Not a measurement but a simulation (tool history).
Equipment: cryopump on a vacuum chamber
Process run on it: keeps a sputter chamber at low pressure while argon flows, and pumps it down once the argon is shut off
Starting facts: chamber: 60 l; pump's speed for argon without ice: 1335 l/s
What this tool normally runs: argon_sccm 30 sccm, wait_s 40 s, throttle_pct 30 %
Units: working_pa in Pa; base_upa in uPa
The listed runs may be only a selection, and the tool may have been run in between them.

run	hour	argon_sccm	wait_s	throttle_pct	working_pa	base_upa
1	0.0	30	40	30	0.1322	2.82
2	91.4	30	40	30	0.1334	2.77
3	151.5	30	40	49	0.0847	2.91
4	205.1	30	40	49	0.0859	2.93
5	292.3	30	40	49	0.0868	2.92
# hour 315.1: pump warmed up, emptied and cooled again
6	377.6	30	22	30	0.1278	4.66
7	461.9	30	40	30	0.1283	2.86
8	513.6	30	40	30	0.1290	2.94
9	615.1	30	40	30	0.1293	2.95
10	690.1	30	40	30	0.1314	3.12
11	746.3	30	40	30	0.1313	3.14
12	847.0	30	40	30	0.1324	3.12
13	953.7	30	40	22	0.1788	3.29
14	1050.7	55	40	30	0.2460	3.36
# hour 1131.6: pump warmed up, emptied and cooled again
15	1163.1	55	40	30	0.2348	3.14
16	1239.8	55	40	30	0.2357	3.26
17	1348.0	30	40	48	0.0817	3.39
18	1419.1	31	40	30	0.1341	3.37
19	1505.5	15	40	30	0.0662	3.40
20	1578.3	36	40	31	0.1530	3.49

The next listed run, before its measurement:
21	1643.9	17	30	50	?	?

{"run 21": {"working_pa": 0.0468, "base_upa": 4.1}}
The same run, on a tool lacking any hidden state, would have yielded working_pa 0.0435 Pa, base_upa 2.92 uPa.
